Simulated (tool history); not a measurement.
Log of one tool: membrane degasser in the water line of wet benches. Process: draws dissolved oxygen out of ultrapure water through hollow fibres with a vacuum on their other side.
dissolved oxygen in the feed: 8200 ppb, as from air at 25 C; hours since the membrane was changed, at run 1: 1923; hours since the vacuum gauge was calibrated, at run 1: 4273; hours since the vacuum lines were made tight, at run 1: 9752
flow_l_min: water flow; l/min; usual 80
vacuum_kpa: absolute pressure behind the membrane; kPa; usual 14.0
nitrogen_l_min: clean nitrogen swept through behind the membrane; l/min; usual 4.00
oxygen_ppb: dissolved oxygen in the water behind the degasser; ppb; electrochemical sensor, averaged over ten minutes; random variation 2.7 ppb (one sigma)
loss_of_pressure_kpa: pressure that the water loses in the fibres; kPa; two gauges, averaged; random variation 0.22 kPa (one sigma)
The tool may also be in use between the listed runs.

run,hour,flow_l_min,vacuum_kpa,nitrogen_l_min,hours since the membrane was changed,hours since the vacuum gauge was calibrated,hours since the vacuum lines were made tight,oxygen_ppb,loss_of_pressure_kpa
1,0.0,80,14.0,4.00,1923,4273,9752,530.2,54.33
2,123.3,80,14.0,4.00,2046,4396,9876,528.3,54.46
3,261.6,80,14.0,5.83,2185,4535,10014,401.9,54.35
4,415.1,80,14.0,5.83,2338,4688,10167,396.8,54.66
5,500.3,80,14.0,5.83,2423,4773,10253,399.9,54.73
6,609.3,80,14.0,2.00,2532,4882,10362,862.9,54.63
7,694.6,80,14.0,7.81,2618,4968,10447,323.2,54.96
# hour 742.9: seals of the vacuum lines changed
8,768.6,80,14.0,3.38,2690,5040,26,601.9,54.93
9,841.2,80,14.0,3.38,2762,5112,98,588.3,54.63
10,935.8,80,14.0,4.00,2857,5207,193,530.5,55.01
11,1009.8,80,14.0,4.00,2931,5281,267,525.2,54.52
12,1124.1,80,14.0,4.00,3045,5395,381,528.1,54.99
13,1232.5,80,26.8,4.00,3153,5504,490,1013.5,55.06
14,1339.3,80,14.0,2.00,3260,5610,596,864.4,55.26
15,1477.9,80,14.0,4.00,3399,5749,735,526.1,55.23
16,1575.4,80,14.0,4.00,3496,5846,832,524.2,55.00
17,1682.2,85,14.0,8.62,3603,5953,939,329.8,58.78
18,1760.2,85,14.0,8.62,3681,6031,1017,331.0,58.86
19,1895.3,70,14.0,9.72,3816,6166,1152,231.5,48.51
20,1987.7,98,12.2,2.18,3909,6259,1245,863.5,67.57
21,2120.2,98,12.2,2.18,4041,6391,1377,874.4,68.24
22,2236.4,98,12.2,2.18,4157,6507,1494,869.0,68.39
23,2323.5,98,12.2,2.18,4244,6595,1581,874.6,68.18
24,2449.8,98,12.2,2.18,4371,6721,1707,876.5,67.39
25,2591.3,117,14.0,8.55,4512,6862,1848,540.0,81.27
26,2679.1,83,8.9,4.31,4600,6950,1936,325.7,57.39
27,2747.3,54,31.9,4.00,4668,7018,2004,838.1,37.48
28,2903.1,54,31.9,4.00,4824,7174,2160,845.3,37.56
29,3062.5,106,22.2,1.66,4983,7334,2320,1930.9,73.75
30,3194.9,80,32.0,2.24,5116,7466,2452,1794.6,55.44
31,3268.8,80,14.0,2.87,5190,7540,2526,681.4,55.52

5 ways to go on from here, each from the tool as it stands after run 31. What would each give?
A,3405.0,80,14.0,4.49,5326,7676,2662,?,?
B,3405.0,94,33.4,4.00,5326,7676,2662,?,?
C,3405.0,55,30.9,3.98,5326,7676,2662,?,?
D,3405.0,67,14.0,3.65,5326,7676,2662,?,?
E,3405.0,52,8.8,5.29,5326,7676,2662,?,?

run,oxygen_ppb,loss_of_pressure_kpa
A,501.6,55.81
B,1437.9,65.63
C,830.1,38.32
D,478.1,46.88
E,149.2,35.74
Without the tool's hidden state the same runs would have given:
run,oxygen_ppb,loss_of_pressure_kpa
A,477.4,53.62
B,1410.3,63.05
C,815.6,36.82
D,458.3,45.04
E,138.5,34.33
